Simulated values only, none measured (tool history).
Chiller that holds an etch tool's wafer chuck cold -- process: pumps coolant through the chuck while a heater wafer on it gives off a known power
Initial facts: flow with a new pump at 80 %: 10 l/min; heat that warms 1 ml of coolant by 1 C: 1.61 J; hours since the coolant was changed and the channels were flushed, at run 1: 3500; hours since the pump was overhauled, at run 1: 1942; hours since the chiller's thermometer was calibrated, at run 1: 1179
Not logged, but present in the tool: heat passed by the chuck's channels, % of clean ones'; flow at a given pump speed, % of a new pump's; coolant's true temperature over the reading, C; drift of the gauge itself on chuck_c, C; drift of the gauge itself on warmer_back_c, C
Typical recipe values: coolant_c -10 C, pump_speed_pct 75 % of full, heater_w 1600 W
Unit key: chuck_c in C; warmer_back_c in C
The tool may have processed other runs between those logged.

| run | day | coolant_c | pump_speed_pct | heater_w | hours since the coolant was changed and the channels were flushed | hours since the pump was overhauled | hours since the chiller's thermometer was calibrated | chuck_c | warmer_back_c |
|---|---|---|---|---|---|---|---|---|---|
| 1 | 0.000 | -10 | 75 | 1600 | 3500 | 1942 | 1179 | 3.3 | 6.65 |
| 2 | 2.367 | -10 | 93 | 1600 | 3557 | 1999 | 1236 | 1.1 | 5.25 |
|  | 3.304 | coolant changed, channels flushed |
| 3 | 7.288 | -10 | 75 | 1092 | 96 | 2111 | 1348 | -2.2 | 4.51 |
| 4 | 9.496 | -10 | 75 | 1092 | 149 | 2164 | 1401 | -2.1 | 4.55 |
| 5 | 11.554 | -10 | 75 | 1092 | 198 | 2213 | 1450 | -2.0 | 4.54 |
| 6 | 14.225 | -10 | 75 | 1092 | 262 | 2278 | 1515 | -2.1 | 4.59 |
| 7 | 18.633 | -11 | 75 | 1600 | 368 | 2383 | 1620 | 0.8 | 6.71 |
| 8 | 21.604 | -10 | 75 | 1600 | 439 | 2455 | 1692 | 1.9 | 6.70 |
| 9 | 26.121 | -10 | 75 | 1600 | 548 | 2563 | 1800 | 1.9 | 6.76 |
| 10 | 29.925 | -10 | 75 | 1600 | 639 | 2654 | 1891 | 1.9 | 6.68 |
| 11 | 33.971 | -10 | 75 | 1600 | 736 | 2751 | 1988 | 1.9 | 6.71 |
| 12 | 38.138 | -10 | 75 | 1600 | 836 | 2851 | 2088 | 1.9 | 6.77 |
| 13 | 42.075 | -10 | 75 | 1600 | 931 | 2946 | 2183 | 2.0 | 6.75 |
| 14 | 45.221 | -16 | 100 | 905 | 1006 | 3021 | 2258 | -11.0 | 2.82 |
| 15 | 47.633 | -16 | 100 | 1605 | 1064 | 3079 | 2316 | -6.9 | 5.09 |
| 16 | 49.542 | -4 | 96 | 1605 | 1110 | 3125 | 2362 | 5.5 | 5.26 |
| 17 | 53.612 | -10 | 66 | 859 | 1207 | 3223 | 2460 | -3.3 | 4.13 |
| 18 | 56.167 | -13 | 67 | 1302 | 1269 | 3284 | 2521 | -2.3 | 6.21 |
| 19 | 58.562 | 0 | 83 | 1305 | 1326 | 3342 | 2579 | 8.8 | 4.95 |
| 20 | 62.912 | -18 | 66 | 1600 | 1431 | 3446 | 2683 | -4.4 | 7.88 |
| 21 | 66.588 | -10 | 87 | 1600 | 1519 | 3534 | 2771 | 0.7 | 5.84 |
| 22 | 70.646 | -10 | 87 | 1600 | 1616 | 3632 | 2869 | 0.5 | 5.83 |
| 23 | 73.450 | -12 | 87 | 1600 | 1684 | 3699 | 2936 | -1.4 | 5.86 |
| 24 | 76.438 | -3 | 75 | 2330 | 1755 | 3771 | 3008 | 15.1 | 10.07 |
| 25 | 79.900 | -3 | 75 | 2330 | 1838 | 3854 | 3091 | 15.1 | 10.02 |

Per-run results on a tool with no hidden state, each run keeping its own random variation:
| run | chuck_c | warmer_back_c |
|---|---|---|
| 1 | 1.8 | 6.42 |
| 2 | -0.1 | 5.07 |
| 3 | -2.0 | 4.34 |
| 4 | -2.0 | 4.38 |
| 5 | -1.9 | 4.36 |
| 6 | -1.9 | 4.40 |
| 7 | 0.7 | 6.43 |
| 8 | 1.8 | 6.40 |
| 9 | 1.8 | 6.45 |
| 10 | 1.8 | 6.36 |
| 11 | 1.7 | 6.38 |
| 12 | 1.7 | 6.42 |
| 13 | 1.8 | 6.39 |
| 14 | -10.8 | 2.67 |
| 15 | -6.9 | 4.81 |
| 16 | 5.4 | 4.96 |
| 17 | -3.2 | 3.88 |
| 18 | -2.5 | 5.84 |
| 19 | 8.8 | 4.65 |
| 20 | -4.9 | 7.38 |
| 21 | 0.5 | 5.45 |
| 22 | 0.2 | 5.44 |
| 23 | -1.7 | 5.46 |
| 24 | 14.0 | 9.37 |
| 25 | 14.0 | 9.31 |
